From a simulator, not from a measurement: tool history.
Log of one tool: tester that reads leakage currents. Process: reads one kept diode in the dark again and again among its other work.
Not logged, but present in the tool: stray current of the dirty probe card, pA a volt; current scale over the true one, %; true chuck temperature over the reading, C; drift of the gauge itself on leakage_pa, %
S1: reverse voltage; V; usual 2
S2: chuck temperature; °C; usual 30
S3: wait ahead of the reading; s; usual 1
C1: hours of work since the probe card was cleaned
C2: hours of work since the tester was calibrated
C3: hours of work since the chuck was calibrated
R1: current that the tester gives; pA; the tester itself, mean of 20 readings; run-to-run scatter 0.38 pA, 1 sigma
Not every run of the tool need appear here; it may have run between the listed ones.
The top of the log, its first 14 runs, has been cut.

run     day     S1  S2    S3    C1    C2   C3       R1
 15  35.038      2  30     1  1911  1523  285   124.71
 16  37.062      2  30     1  1938  1550  312   124.14
 17  40.588      2  22  0.43  1984  1596  359    58.33
 18  42.988      2  30  7.02  2016  1628  390   122.22
 19  45.683   9.49  44  3.26  2051  1663  426   745.63
 20  48.492  14.02  29  1.14  2088  1700  463   229.75
 21  50.833   1.43  21  3.28  2119  1731  494    45.82
 22  54.462      2  30     1  2167  1779  542   121.62
 23  57.788      2  26  7.28  2211  1823  585    83.47
     61.329  -- probe card cleaned and baked
 24  61.479      2  26  7.28     2  1870  632     81.9
 25  63.162      2  52  7.28    24  1892  655   812.74
 26  64.846  12.29  52  0.81    46  1914  677  1559.77
 27   67.85  12.29  51  4.91    86  1954  716  1434.22
 28  69.521   16.8  34  0.47   108  1976  739   375.68
 29  72.758      2  27     1   151  2019  781    90.29
 30  76.338      2  27     1   198  2066  828    89.22
 31  78.379      2  21  6.19   225  2093  855    49.51
 32  80.662  16.52  35  6.19   255  2123  885   398.61

Branching from run 32: 3 alternative next runs. What would each branch give?
  A  84.1  2.41  35  6.19  300  2168  931   ?
  B  84.1  2.56  35  5.33  300  2168  931   ?
  C  84.1     2  21     1  300  2168  931   ?

run      R1
  A  199.15
  B  204.68
  C   49.46
Take away the tool's hidden state, keep each run's random variation, and the runs would have read:
run      R1
  A  211.21
  B  217.07
  C    52.7

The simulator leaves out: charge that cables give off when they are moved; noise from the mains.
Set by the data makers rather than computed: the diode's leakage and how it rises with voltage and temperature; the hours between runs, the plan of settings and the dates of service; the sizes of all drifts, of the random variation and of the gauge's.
